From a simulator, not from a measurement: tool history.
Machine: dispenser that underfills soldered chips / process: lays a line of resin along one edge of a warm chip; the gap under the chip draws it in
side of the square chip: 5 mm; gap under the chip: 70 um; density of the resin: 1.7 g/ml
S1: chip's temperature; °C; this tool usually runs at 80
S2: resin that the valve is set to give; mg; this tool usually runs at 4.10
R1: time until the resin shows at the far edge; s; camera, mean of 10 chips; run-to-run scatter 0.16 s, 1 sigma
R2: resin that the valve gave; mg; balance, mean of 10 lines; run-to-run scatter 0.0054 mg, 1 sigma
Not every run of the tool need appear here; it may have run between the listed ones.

run,hour,S1,S2,R1,R2
1,0.0,80,4.10,5.1,4.012
2,7.1,80,4.10,6.3,4.009
# hour 11.7: new syringe of resin
3,16.1,67,4.10,9.4,4.006
# hour 19.7: dispensing valve cleaned and set on the balance
4,22.0,67,4.10,10.7,4.104
# hour 25.3: new syringe of resin
5,31.1,77,4.10,6.6,4.095
# hour 38.1: new syringe of resin
6,40.9,77,4.10,6.0,4.078
# hour 50.9: new syringe of resin
7,51.2,77,4.10,5.7,4.055
8,59.7,77,4.10,7.2,4.057
# hour 63.6: new syringe of resin
9,70.7,77,4.10,7.1,4.030
# hour 76.2: new syringe of resin
10,76.5,77,4.10,5.9,4.021
11,87.1,94,4.10,4.2,4.005
# hour 89.4: new syringe of resin
# hour 94.2: dispensing valve cleaned and set on the balance
12,95.6,66,4.10,10.4,4.103
# hour 103.1: new syringe of resin
13,105.2,80,4.10,5.2,4.084
14,112.9,94,4.10,3.9,4.074
# hour 115.8: new syringe of resin
15,117.8,94,4.10,3.6,4.069
16,125.7,94,4.10,4.0,4.055
# hour 128.8: new syringe of resin
17,136.1,80,3.95,6.6,3.883
# hour 141.6: new syringe of resin
18,144.4,75,4.45,6.4,4.375
19,149.4,75,4.45,7.3,4.372
# hour 154.2: new syringe of resin
20,160.6,68,4.13,9.8,4.039
# hour 167.0: new syringe of resin
# hour 168.8: dispensing valve cleaned and set on the balance
21,169.6,72,4.81,7.1,4.810
22,177.8,94,4.53,4.1,4.504
# hour 181.0: new syringe of resin
23,187.0,81,3.81,6.2,3.779
# hour 194.2: new syringe of resin
24,196.7,81,3.81,5.4,3.769
25,204.2,71,3.95,9.1,3.898
# hour 207.3: new syringe of resin
26,210.6,86,3.95,4.7,3.891
# hour 220.0: new syringe of resin
27,220.2,86,3.95,4.3,3.883
28,230.9,86,3.95,5.6,3.853
# hour 233.1: new syringe of resin
29,237.5,77,3.63,7.1,3.549
# hour 242.7: dispensing valve cleaned and set on the balance
30,244.6,68,3.62,11.0,3.616
# hour 246.8: new syringe of resin
31,252.0,91,5.24,4.0,5.210
# hour 259.7: new syringe of resin
32,260.5,91,5.24,3.3,5.186
33,266.1,73,4.05,8.2,4.008
# hour 272.8: new syringe of resin
34,275.8,71,4.91,7.7,4.844

Pick out some run-to-run changes in R1. Of each, how much would a tool without hidden state show as well, from the settings, what came in and chance, and how much is left for the hidden state and any gauge scatter not in both results compared?
Unlogged tool condition in this case: resin's viscosity, % of fresh resin's; dose that the valve gives, % of what is set; true chip temperature over the reading, C; drift of the gauge itself on fill_s, %; drift of the gauge itself on given_mg, %.
Run 11 -> 12: S1 94 -> 66, new syringe of resin, dispensing valve cleaned and set on the balance. R1 +6.2 s: hidden state +0.5, all else +5.7.
Run 12 -> 13: S1 66 -> 80, new syringe of resin. R1 -5.2 s: hidden state -1.2, all else -4.0.
Run 24 -> 25: S1 81 -> 71, S2 3.81 -> 3.95. R1 +3.7 s: hidden state +1.9, all else +1.8.
Run 29 -> 30: S1 77 -> 68, S2 3.63 -> 3.62, dispensing valve cleaned and set on the balance. R1 +3.9 s: hidden state +2.1, all else +1.8.
Run 30 -> 31: S1 68 -> 91, S2 3.62 -> 5.24, new syringe of resin. R1 -7.0 s: hidden state -2.6, all else -4.4.
